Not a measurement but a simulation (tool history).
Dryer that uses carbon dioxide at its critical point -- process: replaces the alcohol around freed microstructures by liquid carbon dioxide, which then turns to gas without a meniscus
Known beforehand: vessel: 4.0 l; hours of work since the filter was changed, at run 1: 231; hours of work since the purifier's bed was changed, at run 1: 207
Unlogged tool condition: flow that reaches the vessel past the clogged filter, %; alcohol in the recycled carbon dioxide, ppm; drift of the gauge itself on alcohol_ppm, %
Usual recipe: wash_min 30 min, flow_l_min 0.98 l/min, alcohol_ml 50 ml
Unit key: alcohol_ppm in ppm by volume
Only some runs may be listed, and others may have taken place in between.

| run | day | wash_min | flow_l_min | alcohol_ml | hours of work since the filter was changed | hours of work since the purifier's bed was changed | alcohol_ppm |
|---|---|---|---|---|---|---|---|
| 1 | 0 | 30 | 0.98 | 50 | 231 | 207 | 103 |
| 2 | 0.379 | 30 | 0.596 | 50 | 237 | 213 | 616 |
| 3 | 1.038 | 30 | 0.596 | 50 | 247 | 223 | 627 |
| 4 | 1.433 | 30 | 0.98 | 50 | 253 | 229 | 124 |
| 5 | 1.808 | 32 | 0.98 | 50 | 259 | 235 | 90 |
| 6 | 2.208 | 32 | 0.98 | 50 | 265 | 241 | 102 |
| 7 | 2.746 | 32 | 0.98 | 50 | 273 | 249 | 111 |
|  | 3.125 | inlet filter changed |
| 8 | 3.412 | 32 | 0.98 | 50 | 4 | 259 | 80 |
| 9 | 4.212 | 30 | 0.98 | 24 | 17 | 271 | 80 |
| 10 | 4.867 | 30 | 0.98 | 24 | 27 | 281 | 77 |
| 11 | 5.371 | 30 | 0.98 | 24 | 35 | 289 | 78 |
| 12 | 5.912 | 30 | 1.48 | 24 | 43 | 297 | 61 |
| 13 | 6.371 | 30 | 1.48 | 24 | 50 | 304 | 64 |
| 14 | 7 | 30 | 1.48 | 24 | 60 | 314 | 71 |
| 15 | 7.654 | 37 | 0.824 | 88 | 70 | 324 | 121 |
| 16 | 8.033 | 37 | 0.824 | 88 | 76 | 330 | 140 |
| 17 | 8.642 | 20 | 0.632 | 44 | 85 | 339 | 1076 |
| 18 | 9.471 | 20 | 0.632 | 44 | 98 | 352 | 1077 |
| 19 | 10.079 | 20 | 0.632 | 44 | 107 | 361 | 1103 |
| 20 | 10.508 | 30 | 1.634 | 110 | 114 | 368 | 76 |
| 21 | 11.342 | 23 | 0.701 | 88 | 127 | 381 | 1175 |
| 22 | 12.146 | 23 | 0.701 | 88 | 139 | 393 | 1207 |
| 23 | 12.571 | 23 | 1.526 | 25 | 146 | 400 | 88 |
| 24 | 13.292 | 24 | 0.729 | 50 | 157 | 411 | 582 |
| 25 | 13.733 | 44 | 0.871 | 80 | 163 | 418 | 99 |

Predict each of these 5 candidate next runs independently; none follows another, all start after run 25:
| A | 14.362 | 44 | 1.249 | 80 | 173 | 427 | ? |
| B | 14.362 | 35 | 0.869 | 72 | 173 | 427 | ? |
| C | 14.362 | 30 | 0.98 | 43 | 173 | 427 | ? |
| D | 14.362 | 44 | 0.699 | 68 | 173 | 427 | ? |
| E | 14.362 | 25 | 1.584 | 86 | 173 | 427 | ? |

| run | alcohol_ppm |
|---|---|
| A | 93 |
| B | 161 |
| C | 148 |
| D | 151 |
| E | 93 |
Stripped of hidden state, with their random variation kept, the same runs would have yielded:
| run | alcohol_ppm |
|---|---|
| A | 7 |
| B | 49 |
| C | 45 |
| D | 40 |
| E | 2 |

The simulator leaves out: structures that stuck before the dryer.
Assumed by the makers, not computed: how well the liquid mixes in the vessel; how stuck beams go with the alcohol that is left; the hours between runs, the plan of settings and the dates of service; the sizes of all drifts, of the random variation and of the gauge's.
